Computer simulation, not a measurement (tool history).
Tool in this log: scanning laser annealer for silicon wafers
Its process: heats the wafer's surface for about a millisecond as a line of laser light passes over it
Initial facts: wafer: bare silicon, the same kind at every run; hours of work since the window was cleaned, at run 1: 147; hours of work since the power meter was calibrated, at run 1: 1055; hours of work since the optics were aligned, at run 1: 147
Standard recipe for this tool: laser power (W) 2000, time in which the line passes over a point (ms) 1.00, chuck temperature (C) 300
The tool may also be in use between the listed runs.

run,hour,laser power (W),time in which the line passes over a point (ms),chuck temperature (C),hours of work since the window was cleaned,hours of work since the power meter was calibrated,hours of work since the optics were aligned,highest temperature of the surface (C)
1,0.0,2000,1.00,300,147,1055,147,1008
2,41.0,2000,1.00,300,176,1084,176,1008
3,69.6,2000,1.00,300,196,1104,196,1005
4,114.6,2000,1.00,300,228,1136,228,1002
5,168.0,2167,1.00,300,265,1173,265,1080
6,213.7,2008,1.00,300,297,1205,297,999
7,248.2,2008,1.00,300,321,1230,321,997
8,284.5,2008,1.00,300,347,1255,347,992
9,328.9,2023,1.00,292,378,1286,378,991
10,360.9,2023,0.93,292,400,1309,400,960
11,404.4,2023,0.93,292,431,1339,431,961
12,442.1,2023,0.93,262,458,1366,458,930
13,491.4,2045,1.00,300,492,1400,492,999
14,515.7,1707,1.00,315,509,1417,509,864
15,562.1,1896,1.01,313,542,1450,542,944

Forecast each of these 5 alternatives for the next run:
A,611.3,1896,0.72,282,576,1485,576,?
B,611.3,1903,1.01,313,576,1485,576,?
C,611.3,1896,0.85,313,576,1485,576,?
D,611.3,1889,0.73,265,576,1485,576,?
E,611.3,1896,1.15,313,576,1485,576,?

run,highest temperature of the surface (C)
A,805
B,941
C,885
D,788
E,986
Stripped of hidden state, with their random variation kept, the same runs would have yielded:
run,highest temperature of the surface (C)
A,849
B,994
C,933
D,831
E,1042
